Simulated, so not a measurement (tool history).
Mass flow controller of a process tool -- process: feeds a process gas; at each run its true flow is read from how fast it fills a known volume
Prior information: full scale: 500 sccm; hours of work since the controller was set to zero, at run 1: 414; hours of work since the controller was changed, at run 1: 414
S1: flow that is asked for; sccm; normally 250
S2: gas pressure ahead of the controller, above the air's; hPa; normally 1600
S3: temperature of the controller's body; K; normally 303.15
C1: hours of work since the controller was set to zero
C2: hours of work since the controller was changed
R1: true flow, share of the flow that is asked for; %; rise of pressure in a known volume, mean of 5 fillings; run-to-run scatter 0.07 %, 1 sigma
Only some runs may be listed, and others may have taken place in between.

Run 1, hour 0.0: usual settings; C1 414; C2 414. Result: R1 97.63 %.
Run 2, hour 67.0: usual settings; C1 460; C2 460. Result: R1 97.67 %.
Run 3, hour 109.4: usual settings; C1 489; C2 489. Result: R1 97.64 %.
Run 4, hour 175.5: usual settings; C1 534; C2 534. Result: R1 97.77 %.
Run 5, hour 240.1: usual settings; C1 579; C2 579. Result: R1 97.86 %.
Run 6, hour 274.7: usual settings but S2 1560 hPa; C1 602; C2 602. Result: R1 97.81 %.
Run 7, hour 328.2: usual settings but S1 56 sccm; C1 639; C2 639. Result: R1 96.70 %.
Run 8, hour 389.8: usual settings but S1 56 sccm; C1 681; C2 681. Result: R1 96.58 %.
Run 9, hour 425.9: usual settings but S1 56 sccm; C1 706; C2 706. Result: R1 96.65 %.
Run 10, hour 500.8: usual settings but S1 409 sccm, S2 1520 hPa; C1 758; C2 758. Result: R1 99.13 %.
Run 11, hour 553.8: usual settings but S1 409 sccm, S2 1750 hPa; C1 794; C2 794. Result: R1 99.39 %.
Run 12, hour 609.0: usual settings but S1 409 sccm, S2 1750 hPa, S3 309.15 K; C1 832; C2 832. Result: R1 98.73 %.
Run 13, hour 642.2: usual settings but S1 348 sccm, S2 1830 hPa, S3 306.15 K; C1 854; C2 854. Result: R1 98.71 %.

Predict each of these 4 candidate next runs independently; none follows another, all start after run 13:
Run A, hour 690.0: usual settings but S2 1440 hPa, S3 306.15 K; C1 887; C2 887. Result: R1 ?.
Run B, hour 690.0: usual settings but S1 94 sccm, S2 2760 hPa, S3 299.15 K; C1 887; C2 887. Result: R1 ?.
Run C, hour 690.0: usual settings but S1 118 sccm, S2 1830 hPa, S3 297.15 K; C1 887; C2 887. Result: R1 ?.
Run D, hour 690.0: usual settings but S1 218 sccm, S2 1540 hPa; C1 887; C2 887. Result: R1 ?.

run     R1
  A  97.98
  B  98.05
  C  98.12
  D  98.08
Take away the tool's hidden state, keep each run's random variation, and the runs would have read:
run     R1
  A  97.26
  B  97.34
  C  97.40
  D  97.36
